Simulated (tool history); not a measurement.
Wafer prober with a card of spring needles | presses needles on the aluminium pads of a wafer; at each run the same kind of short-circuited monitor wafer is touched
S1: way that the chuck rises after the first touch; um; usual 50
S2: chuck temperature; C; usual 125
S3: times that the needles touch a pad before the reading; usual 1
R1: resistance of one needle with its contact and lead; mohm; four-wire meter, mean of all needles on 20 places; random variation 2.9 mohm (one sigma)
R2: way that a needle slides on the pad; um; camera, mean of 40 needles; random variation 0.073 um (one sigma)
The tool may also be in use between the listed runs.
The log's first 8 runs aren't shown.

{"hour": 101.6, "done": "tips cleaned on abrasive film"}
{"run": 9, "hour": 105.2, "S1": 50, "S2": 34, "S3": 1, "R1": 305, "R2": 10.47}
{"hour": 114.8, "done": "tips cleaned on abrasive film"}
{"run": 10, "hour": 116.2, "S1": 50, "S2": 125, "S3": 2, "R1": 347, "R2": 10.54}
{"hour": 128.8, "done": "tips cleaned on abrasive film"}
{"run": 11, "hour": 128.8, "S1": 50, "S2": 125, "S3": 2, "R1": 348, "R2": 10.65}
{"run": 12, "hour": 139.6, "S1": 50, "S2": 125, "S3": 1, "R1": 345, "R2": 10.56}
{"hour": 142.3, "done": "tips cleaned on abrasive film"}
{"run": 13, "hour": 151.7, "S1": 50, "S2": 125, "S3": 1, "R1": 342, "R2": 10.6}
{"hour": 156.2, "done": "tips cleaned on abrasive film"}
{"run": 14, "hour": 160.0, "S1": 42, "S2": 125, "S3": 1, "R1": 355, "R2": 8.74}
{"hour": 169.8, "done": "tips cleaned on abrasive film"}
{"run": 15, "hour": 171.4, "S1": 50, "S2": 125, "S3": 1, "R1": 338, "R2": 10.56}
{"hour": 183.6, "done": "tips cleaned on abrasive film"}
{"run": 16, "hour": 189.7, "S1": 50, "S2": 125, "S3": 1, "R1": 344, "R2": 10.55}
{"hour": 196.9, "done": "tips cleaned on abrasive film"}
{"run": 17, "hour": 201.2, "S1": 50, "S2": 125, "S3": 1, "R1": 342, "R2": 10.36}

The next listed run, before its measurement:
{"hour": 210.8, "done": "tips cleaned on abrasive film"}
{"run": 18, "hour": 214.7, "S1": 39, "S2": 37, "S3": 2, "R1": "?", "R2": "?"}

Run 18 gave R1 325 mohm, R2 8.24 um.
Without the tool's hidden state the same run would have given R1 325 mohm, R2 8.25 um.

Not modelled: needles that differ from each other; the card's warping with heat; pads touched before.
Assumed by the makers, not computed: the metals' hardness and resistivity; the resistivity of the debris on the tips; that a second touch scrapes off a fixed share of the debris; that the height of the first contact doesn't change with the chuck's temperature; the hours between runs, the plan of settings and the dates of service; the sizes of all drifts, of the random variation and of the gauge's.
